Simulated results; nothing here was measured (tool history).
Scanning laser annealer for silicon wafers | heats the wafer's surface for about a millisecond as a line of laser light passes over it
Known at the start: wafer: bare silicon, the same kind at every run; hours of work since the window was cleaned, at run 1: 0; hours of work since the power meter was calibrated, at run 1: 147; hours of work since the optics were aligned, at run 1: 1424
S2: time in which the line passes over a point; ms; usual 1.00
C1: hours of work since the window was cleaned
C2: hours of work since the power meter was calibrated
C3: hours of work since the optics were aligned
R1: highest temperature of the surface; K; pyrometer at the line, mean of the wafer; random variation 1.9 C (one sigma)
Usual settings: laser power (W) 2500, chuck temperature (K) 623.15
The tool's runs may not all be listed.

{"run": 1, "hour": 0.0, "laser power (W)": 2500, "S2": 1.0, "chuck temperature (K)": 623.15, "C1": 0, "C2": 147, "C3": 1424, "R1": 1430.15}
{"run": 2, "hour": 12.3, "laser power (W)": 2500, "S2": 1.0, "chuck temperature (K)": 623.15, "C1": 9, "C2": 156, "C3": 1433, "R1": 1430.15}
{"run": 3, "hour": 21.2, "laser power (W)": 2500, "S2": 1.0, "chuck temperature (K)": 623.15, "C1": 15, "C2": 163, "C3": 1440, "R1": 1429.15}
{"run": 4, "hour": 32.8, "laser power (W)": 2500, "S2": 1.0, "chuck temperature (K)": 623.15, "C1": 24, "C2": 171, "C3": 1448, "R1": 1422.15}
{"run": 5, "hour": 43.6, "laser power (W)": 2500, "S2": 1.0, "chuck temperature (K)": 623.15, "C1": 32, "C2": 179, "C3": 1456, "R1": 1428.15}
{"run": 6, "hour": 55.2, "laser power (W)": 2500, "S2": 1.0, "chuck temperature (K)": 623.15, "C1": 40, "C2": 188, "C3": 1464, "R1": 1426.15}
{"run": 7, "hour": 65.7, "laser power (W)": 2500, "S2": 1.0, "chuck temperature (K)": 623.15, "C1": 48, "C2": 195, "C3": 1472, "R1": 1424.15}
{"run": 8, "hour": 75.5, "laser power (W)": 2475, "S2": 1.0, "chuck temperature (K)": 623.15, "C1": 55, "C2": 202, "C3": 1479, "R1": 1416.15}
{"run": 9, "hour": 85.2, "laser power (W)": 2475, "S2": 1.0, "chuck temperature (K)": 623.15, "C1": 62, "C2": 209, "C3": 1486, "R1": 1414.15}
{"run": 10, "hour": 94.6, "laser power (W)": 2475, "S2": 1.0, "chuck temperature (K)": 628.15, "C1": 69, "C2": 216, "C3": 1493, "R1": 1419.15}
{"run": 11, "hour": 109.0, "laser power (W)": 2475, "S2": 1.0, "chuck temperature (K)": 628.15, "C1": 80, "C2": 227, "C3": 1504, "R1": 1420.15}
{"run": 12, "hour": 122.7, "laser power (W)": 2475, "S2": 1.0, "chuck temperature (K)": 628.15, "C1": 90, "C2": 237, "C3": 1514, "R1": 1419.15}
{"run": 13, "hour": 135.8, "laser power (W)": 2500, "S2": 1.0, "chuck temperature (K)": 623.15, "C1": 99, "C2": 246, "C3": 1523, "R1": 1419.15}
{"run": 14, "hour": 142.2, "laser power (W)": 2500, "S2": 1.0, "chuck temperature (K)": 623.15, "C1": 104, "C2": 251, "C3": 1528, "R1": 1419.15}
{"run": 15, "hour": 151.9, "laser power (W)": 2217, "S2": 1.0, "chuck temperature (K)": 623.15, "C1": 111, "C2": 258, "C3": 1535, "R1": 1325.15}
{"run": 16, "hour": 162.8, "laser power (W)": 2217, "S2": 1.0, "chuck temperature (K)": 623.15, "C1": 119, "C2": 266, "C3": 1543, "R1": 1324.15}
{"run": 17, "hour": 172.6, "laser power (W)": 2217, "S2": 1.0, "chuck temperature (K)": 623.15, "C1": 126, "C2": 273, "C3": 1550, "R1": 1320.15}
{"run": 18, "hour": 183.6, "laser power (W)": 2217, "S2": 1.0, "chuck temperature (K)": 623.15, "C1": 134, "C2": 281, "C3": 1558, "R1": 1323.15}
{"run": 19, "hour": 196.4, "laser power (W)": 2217, "S2": 1.0, "chuck temperature (K)": 623.15, "C1": 144, "C2": 291, "C3": 1568, "R1": 1325.15}
{"run": 20, "hour": 210.8, "laser power (W)": 2500, "S2": 1.0, "chuck temperature (K)": 623.15, "C1": 154, "C2": 301, "C3": 1578, "R1": 1418.15}
{"run": 21, "hour": 222.4, "laser power (W)": 2170, "S2": 1.0, "chuck temperature (K)": 623.15, "C1": 163, "C2": 310, "C3": 1587, "R1": 1303.15}
{"run": 22, "hour": 233.8, "laser power (W)": 2306, "S2": 0.8, "chuck temperature (K)": 603.15, "C1": 171, "C2": 318, "C3": 1595, "R1": 1248.15}
{"run": 23, "hour": 242.1, "laser power (W)": 2306, "S2": 0.8, "chuck temperature (K)": 603.15, "C1": 177, "C2": 324, "C3": 1601, "R1": 1244.15}
{"run": 24, "hour": 251.2, "laser power (W)": 2472, "S2": 0.97, "chuck temperature (K)": 658.15, "C1": 184, "C2": 331, "C3": 1608, "R1": 1424.15}
{"run": 25, "hour": 262.7, "laser power (W)": 2472, "S2": 0.97, "chuck temperature (K)": 658.15, "C1": 192, "C2": 339, "C3": 1616, "R1": 1423.15}
{"run": 26, "hour": 276.0, "laser power (W)": 2541, "S2": 0.9, "chuck temperature (K)": 640.15, "C1": 202, "C2": 349, "C3": 1626, "R1": 1397.15}
{"run": 27, "hour": 284.0, "laser power (W)": 2662, "S2": 0.74, "chuck temperature (K)": 640.15, "C1": 208, "C2": 355, "C3": 1632, "R1": 1354.15}
{"run": 28, "hour": 290.0, "laser power (W)": 2403, "S2": 0.85, "chuck temperature (K)": 623.15, "C1": 212, "C2": 359, "C3": 1636, "R1": 1311.15}
{"run": 29, "hour": 302.6, "laser power (W)": 2619, "S2": 1.21, "chuck temperature (K)": 639.15, "C1": 221, "C2": 368, "C3": 1645, "R1": 1556.15}
{"run": 30, "hour": 315.7, "laser power (W)": 2314, "S2": 1.21, "chuck temperature (K)": 606.15, "C1": 231, "C2": 378, "C3": 1655, "R1": 1412.15}
{"run": 31, "hour": 322.9, "laser power (W)": 2500, "S2": 0.74, "chuck temperature (K)": 604.15, "C1": 236, "C2": 383, "C3": 1660, "R1": 1269.15}
{"run": 32, "hour": 331.5, "laser power (W)": 2500, "S2": 0.86, "chuck temperature (K)": 615.15, "C1": 242, "C2": 390, "C3": 1666, "R1": 1332.15}
{"run": 33, "hour": 338.5, "laser power (W)": 2500, "S2": 0.86, "chuck temperature (K)": 615.15, "C1": 247, "C2": 395, "C3": 1671, "R1": 1333.15}
{"run": 34, "hour": 347.8, "laser power (W)": 2587, "S2": 0.72, "chuck temperature (K)": 655.15, "C1": 254, "C2": 401, "C3": 1678, "R1": 1332.15}
{"run": 35, "hour": 358.6, "laser power (W)": 2587, "S2": 0.72, "chuck temperature (K)": 655.15, "C1": 262, "C2": 409, "C3": 1686, "R1": 1332.15}
{"run": 36, "hour": 367.4, "laser power (W)": 2705, "S2": 0.72, "chuck temperature (K)": 596.15, "C1": 269, "C2": 416, "C3": 1693, "R1": 1308.15}
{"run": 37, "hour": 379.9, "laser power (W)": 2705, "S2": 0.72, "chuck temperature (K)": 596.15, "C1": 278, "C2": 425, "C3": 1702, "R1": 1302.15}
{"run": 38, "hour": 386.4, "laser power (W)": 2705, "S2": 0.76, "chuck temperature (K)": 596.15, "C1": 282, "C2": 430, "C3": 1707, "R1": 1324.15}
{"hour": 398.6, "done": "optics aligned, line set to its width"}
{"run": 39, "hour": 406.0, "laser power (W)": 2581, "S2": 0.84, "chuck temperature (K)": 597.15, "C1": 293, "C2": 440, "C3": 5, "R1": 1337.15}
{"run": 40, "hour": 415.8, "laser power (W)": 2500, "S2": 1.13, "chuck temperature (K)": 605.15, "C1": 300, "C2": 448, "C3": 13, "R1": 1446.15}
{"run": 41, "hour": 424.1, "laser power (W)": 2500, "S2": 1.13, "chuck temperature (K)": 605.15, "C1": 306, "C2": 454, "C3": 19, "R1": 1445.15}

Some steps in R1 between neighbouring runs. How much of each would the tool show without its hidden state too (settings, what came in, random variation), and how much is left for the hidden state, with any gauge scatter that isn't in both results?
The hidden state here: light that passes the window, % of a clean one's; laser's true power over the reading, %; width of the line over the set one, %; drift of the gauge itself on peak_c, C.
Run 23 -> 24: laser power (W) 2306 -> 2472, S2 0.80 -> 0.97, chuck temperature (K) 603.15 -> 658.15. R1 +180.00 K: hidden state -6.00, all else +186.00.
Run 28 -> 29: laser power (W) 2403 -> 2619, S2 0.85 -> 1.21, chuck temperature (K) 623.15 -> 639.15. R1 +245.00 K: hidden state -10.00, all else +255.00.
Run 29 -> 30: laser power (W) 2619 -> 2314, chuck temperature (K) 639.15 -> 606.15. R1 -144.00 K: hidden state +4.00, all else -148.00.
Run 38 -> 39: laser power (W) 2705 -> 2581, S2 0.76 -> 0.84, chuck temperature (K) 596.15 -> 597.15, optics aligned, line set to its width. R1 +13.00 K: hidden state +6.00, all else +7.00.

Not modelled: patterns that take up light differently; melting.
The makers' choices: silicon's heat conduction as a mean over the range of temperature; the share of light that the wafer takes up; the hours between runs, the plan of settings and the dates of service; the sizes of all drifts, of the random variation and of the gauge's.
